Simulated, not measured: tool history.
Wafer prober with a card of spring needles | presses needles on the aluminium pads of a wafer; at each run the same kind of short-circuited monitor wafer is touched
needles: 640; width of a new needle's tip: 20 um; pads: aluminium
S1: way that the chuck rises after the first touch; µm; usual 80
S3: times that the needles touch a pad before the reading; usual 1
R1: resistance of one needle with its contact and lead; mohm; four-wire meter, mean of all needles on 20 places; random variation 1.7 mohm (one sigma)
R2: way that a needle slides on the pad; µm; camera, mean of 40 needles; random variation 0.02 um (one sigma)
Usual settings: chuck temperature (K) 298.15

Run 1, hour 0: usual settings. Result: R1 177 mohm, R2 21.98 µm.
At hour 6.2: tips cleaned on abrasive film.
At hour 21.3: tips cleaned on abrasive film.
At hour 37.5: tips cleaned on abrasive film.
At hour 50.7: tips cleaned on abrasive film.
Run 2, hour 51.7: usual settings. Result: R1 173 mohm, R2 21.99 µm.
At hour 66.2: tips cleaned on abrasive film.
At hour 66.5: height of the first contact set anew.
At hour 82.8: tips cleaned on abrasive film.
Run 3, hour 94.4: usual settings. Result: R1 175 mohm, R2 22.01 µm.
At hour 97.4: tips cleaned on abrasive film.
At hour 113.4: tips cleaned on abrasive film.
At hour 129.6: tips cleaned on abrasive film.
At hour 142.9: tips cleaned on abrasive film.
Run 4, hour 142.9: usual settings. Result: R1 174 mohm, R2 21.96 µm.
At hour 157.8: tips cleaned on abrasive film.
At hour 174.2: tips cleaned on abrasive film.
Run 5, hour 175.8: usual settings. Result: R1 174 mohm, R2 22.02 µm.
At hour 189: tips cleaned on abrasive film.
At hour 204.1: tips cleaned on abrasive film.
At hour 218.7: tips cleaned on abrasive film.
Run 6, hour 224.8: usual settings. Result: R1 175 mohm, R2 22.03 µm.
At hour 234.3: tips cleaned on abrasive film.
At hour 249.9: tips cleaned on abrasive film.
At hour 256: height of the first contact set anew.
At hour 264: tips cleaned on abrasive film.
Run 7, hour 267.1: usual settings. Result: R1 173 mohm, R2 22.08 µm.
At hour 279.8: tips cleaned on abrasive film.
Run 8, hour 291.7: usual settings. Result: R1 174 mohm, R2 22.06 µm.
At hour 295.1: tips cleaned on abrasive film.
At hour 310.4: tips cleaned on abrasive film.
At hour 326: tips cleaned on abrasive film.
At hour 340.2: tips cleaned on abrasive film.
Run 9, hour 340.2: usual settings. Result: R1 174 mohm, R2 22.03 µm.
At hour 355.9: tips cleaned on abrasive film.
At hour 372.3: tips cleaned on abrasive film.
At hour 387.4: tips cleaned on abrasive film.
Run 10, hour 390.8: usual settings. Result: R1 177 mohm, R2 22.08 µm.
At hour 400.7: tips cleaned on abrasive film.
At hour 415.4: tips cleaned on abrasive film.
Run 11, hour 425.1: usual settings. Result: R1 175 mohm, R2 22.11 µm.
At hour 431.5: tips cleaned on abrasive film.
At hour 444.8: height of the first contact set anew.
At hour 448.2: tips cleaned on abrasive film.
At hour 463.2: tips cleaned on abrasive film.
Run 12, hour 465.1: usual settings. Result: R1 179 mohm, R2 22.09 µm.
At hour 476.9: tips cleaned on abrasive film.
Run 13, hour 488.9: usual settings. Result: R1 180 mohm, R2 22.07 µm.
At hour 491.3: tips cleaned on abrasive film.
At hour 507.2: tips cleaned on abrasive film.
At hour 522.6: tips cleaned on abrasive film.
Run 14, hour 533.8: usual settings. Result: R1 176 mohm, R2 22.12 µm.
At hour 537.1: tips cleaned on abrasive film.
At hour 552.3: tips cleaned on abrasive film.
At hour 567.3: tips cleaned on abrasive film.
At hour 582.9: tips cleaned on abrasive film.
Run 15, hour 588.6: usual settings but S1 93 µm, chuck temperature (K) 304.15, S3 3. Result: R1 173 mohm, R2 25.72 µm.
At hour 598.5: tips cleaned on abrasive film.
At hour 612.2: tips cleaned on abrasive film.
Run 16, hour 619.6: usual settings but S1 93 µm, chuck temperature (K) 304.15, S3 3. Result: R1 173 mohm, R2 25.73 µm.
At hour 628.2: tips cleaned on abrasive film.
At hour 635: height of the first contact set anew.
At hour 644: tips cleaned on abrasive film.
At hour 658.9: tips cleaned on abrasive film.
Run 17, hour 658.9: usual settings but S1 66 µm, chuck temperature (K) 308.15. Result: R1 181 mohm, R2 18.26 µm.
At hour 674.7: tips cleaned on abrasive film.
At hour 688.5: tips cleaned on abrasive film.
At hour 703.3: tips cleaned on abrasive film.
Run 18, hour 703.3: usual settings but S1 66 µm, chuck temperature (K) 308.15. Result: R1 179 mohm, R2 18.28 µm.
At hour 719.3: tips cleaned on abrasive film.
At hour 734.9: tips cleaned on abrasive film.
At hour 750.6: tips cleaned on abrasive film.
Run 19, hour 755.7: usual settings but S1 66 µm, chuck temperature (K) 308.15. Result: R1 181 mohm, R2 18.29 µm.
At hour 765.6: tips cleaned on abrasive film.
At hour 780.3: tips cleaned on abrasive film.
At hour 796.7: tips cleaned on abrasive film.
Run 20, hour 799.3: usual settings but S1 64 µm, chuck temperature (K) 324.15. Result: R1 184 mohm, R2 17.74 µm.
At hour 811: tips cleaned on abrasive film.
At hour 823.7: height of the first contact set anew.
At hour 827.1: tips cleaned on abrasive film.
At hour 843.5: tips cleaned on abrasive film.
Run 21, hour 847.9: usual settings but S1 99 µm, chuck temperature (K) 324.15, S3 3. Result: R1 180 mohm, R2 27.48 µm.

Forecast each of these 3 alternatives for the next run:
At hour 856.8: tips cleaned on abrasive film.
At hour 872.7: tips cleaned on abrasive film.
Run A, hour 875: usual settings but S3 2. Result: R1 ?, R2 ?.
At hour 856.8: tips cleaned on abrasive film.
At hour 872.7: tips cleaned on abrasive film.
Run B, hour 875: usual settings but S1 70 µm, chuck temperature (K) 350.15, S3 2. Result: R1 ?, R2 ?.
At hour 856.8: tips cleaned on abrasive film.
At hour 872.7: tips cleaned on abrasive film.
Run C, hour 875: usual settings but S1 64 µm, chuck temperature (K) 309.15, S3 3. Result: R1 ?, R2 ?.

run   R1     R2
  A  175   22.2
  B  186  19.38
  C  179  17.74
Without the tool's hidden state the same runs would have given:
run   R1     R2
  A  175     22
  B  186  19.21
  C  179  17.58
